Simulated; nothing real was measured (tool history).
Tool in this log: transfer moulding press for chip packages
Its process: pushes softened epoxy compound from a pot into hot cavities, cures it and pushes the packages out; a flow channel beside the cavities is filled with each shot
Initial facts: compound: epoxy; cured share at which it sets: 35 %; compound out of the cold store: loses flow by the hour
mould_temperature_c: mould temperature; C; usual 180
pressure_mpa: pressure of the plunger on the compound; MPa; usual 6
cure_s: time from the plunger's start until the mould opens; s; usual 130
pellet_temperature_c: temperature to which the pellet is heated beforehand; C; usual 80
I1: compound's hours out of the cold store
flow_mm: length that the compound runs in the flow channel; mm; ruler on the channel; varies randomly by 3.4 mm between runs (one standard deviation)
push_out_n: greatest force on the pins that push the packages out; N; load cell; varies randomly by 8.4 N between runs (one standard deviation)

Run 1, hour 0: usual settings; I1 10.8. Result: flow_mm 593 mm, push_out_n 766 N.
At hour 25: cavities cleaned with cleaning compound and waxed.
Run 2, hour 35: usual settings but cure_s 156 s; I1 37.2. Result: flow_mm 557 mm, push_out_n 748 N.
Run 3, hour 70.8: usual settings but cure_s 156 s; I1 35.2. Result: flow_mm 552 mm, push_out_n 729 N.
Run 4, hour 106.7: usual settings but cure_s 156 s; I1 38.8. Result: flow_mm 542 mm, push_out_n 741 N.
At hour 114.4: cavities cleaned with cleaning compound and waxed.
Run 5, hour 140.8: usual settings; I1 41.9. Result: flow_mm 537 mm, push_out_n 627 N.
Run 6, hour 184.2: usual settings; I1 13.5. Result: flow_mm 581 mm, push_out_n 779 N.
At hour 205.7: cavities cleaned with cleaning compound and waxed.
Run 7, hour 244.9: usual settings but pressure_mpa 6.32 MPa; I1 29.1. Result: flow_mm 559 mm, push_out_n 704 N.
At hour 294.9: cavities cleaned with cleaning compound and waxed.
Run 8, hour 303.4: usual settings but pressure_mpa 6.32 MPa; I1 14.3. Result: flow_mm 566 mm, push_out_n 496 N.
Run 9, hour 334.4: usual settings but pressure_mpa 6.32 MPa; I1 13.7. Result: flow_mm 561 mm, push_out_n 708 N.
At hour 363.9: cavities cleaned with cleaning compound and waxed, once more.
Run 10, hour 381: usual settings but pressure_mpa 6.32 MPa; I1 17. Result: flow_mm 554 mm, push_out_n 563 N.
Run 11, hour 417.1: usual settings but pressure_mpa 6.32 MPa; I1 32.2. Result: flow_mm 536 mm, push_out_n 780 N.
At hour 453.5: cavities cleaned with cleaning compound and waxed.
At hour 483.7: plunger's sealing rings changed.
Run 12, hour 483.7: usual settings but pressure_mpa 6.32 MPa; I1 34.1. Result: flow_mm 576 mm, push_out_n 627 N.
At hour 545: cavities cleaned with cleaning compound and waxed.
Run 13, hour 550.8: usual settings; I1 36.7. Result: flow_mm 551 mm, push_out_n 455 N.
Run 14, hour 578: usual settings; I1 37.3. Result: flow_mm 554 mm, push_out_n 659 N.
Run 15, hour 623.7: usual settings but pellet_temperature_c 88 C; I1 16.1. Result: flow_mm 581 mm, push_out_n 793 N.
At hour 634.7: cavities cleaned with cleaning compound and waxed.
At hour 662.5: mould's thermocouples calibrated.
Run 16, hour 690.5: usual settings but pellet_temperature_c 88 C; I1 34.2. Result: flow_mm 541 mm, push_out_n 711 N.
At hour 727.8: cavities cleaned with cleaning compound and waxed.
Run 17, hour 737: usual settings but mould_temperature_c 173 C, pressure_mpa 5.66 MPa; I1 34.7. Result: flow_mm 544 mm, push_out_n 740 N.
Run 18, hour 799.3: usual settings; I1 26.9. Result: flow_mm 543 mm, push_out_n 771 N.
At hour 814.9: cavities cleaned with cleaning compound and waxed.
Run 19, hour 860.8: usual settings but mould_temperature_c 186 C, pressure_mpa 4.77 MPa, cure_s 122 s, pellet_temperature_c 84 C; I1 46. Result: flow_mm 438 mm, push_out_n 586 N.
At hour 903.7: cavities cleaned with cleaning compound and waxed.
Run 20, hour 925.5: usual settings but mould_temperature_c 186 C, pressure_mpa 7.12 MPa, cure_s 165 s, pellet_temperature_c 84 C; I1 22.1. Result: flow_mm 561 mm, push_out_n 449 N.
At hour 968.3: plunger's sealing rings changed.
Run 21, hour 987.6: usual settings but mould_temperature_c 177 C, pressure_mpa 6.95 MPa, cure_s 119 s, pellet_temperature_c 73 C; I1 34. Result: flow_mm 617 mm, push_out_n 1165 N.
At hour 994.6: cavities cleaned with cleaning compound and waxed.
Run 22, hour 1033.4: usual settings but mould_temperature_c 177 C, pressure_mpa 5.03 MPa, cure_s 119 s, pellet_temperature_c 88 C; I1 37.7. Result: flow_mm 513 mm, push_out_n 895 N.
At hour 1083.7: cavities cleaned with cleaning compound and waxed.
Run 23, hour 1094.4: usual settings but mould_temperature_c 177 C, pressure_mpa 4.84 MPa, cure_s 119 s, pellet_temperature_c 88 C; I1 41.6. Result: flow_mm 492 mm, push_out_n 676 N.
Run 24, hour 1129: usual settings but mould_temperature_c 177 C, pressure_mpa 6.85 MPa, cure_s 125 s, pellet_temperature_c 78 C; I1 21.8. Result: flow_mm 616 mm, push_out_n 937 N.
At hour 1174.4: cavities cleaned with cleaning compound and waxed.
Run 25, hour 1184.8: usual settings but mould_temperature_c 182 C, pressure_mpa 6.85 MPa, cure_s 114 s, pellet_temperature_c 75 C; I1 39.4. Result: flow_mm 572 mm, push_out_n 547 N.
Run 26, hour 1213.9: usual settings but mould_temperature_c 182 C, pressure_mpa 6.85 MPa, cure_s 114 s, pellet_temperature_c 75 C; I1 41.5. Result: flow_mm 564 mm, push_out_n 721 N.

Measured less the same run without the tool's hidden state. The same run-to-run variation is in both; the gauge's scatter may not be:
Hidden conditions of the tool in this case: true mould temperature over the reading, C; pressure that reaches the compound, % of what is set; grip of the stained cavities, % over clean ones'; drift of the gauge itself on flow_mm, %; drift of the gauge itself on push_out_n, %.
run  flow_mm  push_out_n
  1       +1        +400
  2       -3        +448
  3       -7        +423
  4      -11        +421
  5      -14        +266
  6      -20        +420
  7      -28        +337
  8      -35        +126
  9      -40        +343
 10      -45        +195
 11      -47        +403
 12       +1        +273
 13       -6         +97
 14       -8        +299
 15      -13        +440
 16      -23        +350
 17      -29        +160
 18      -36        +403
 19      -34        +275
 20      -53        +155
 21       -1        +640
 22       -5        +415
 23      -11        +179
 24      -18        +467
 25      -22        +150
 26      -25        +341
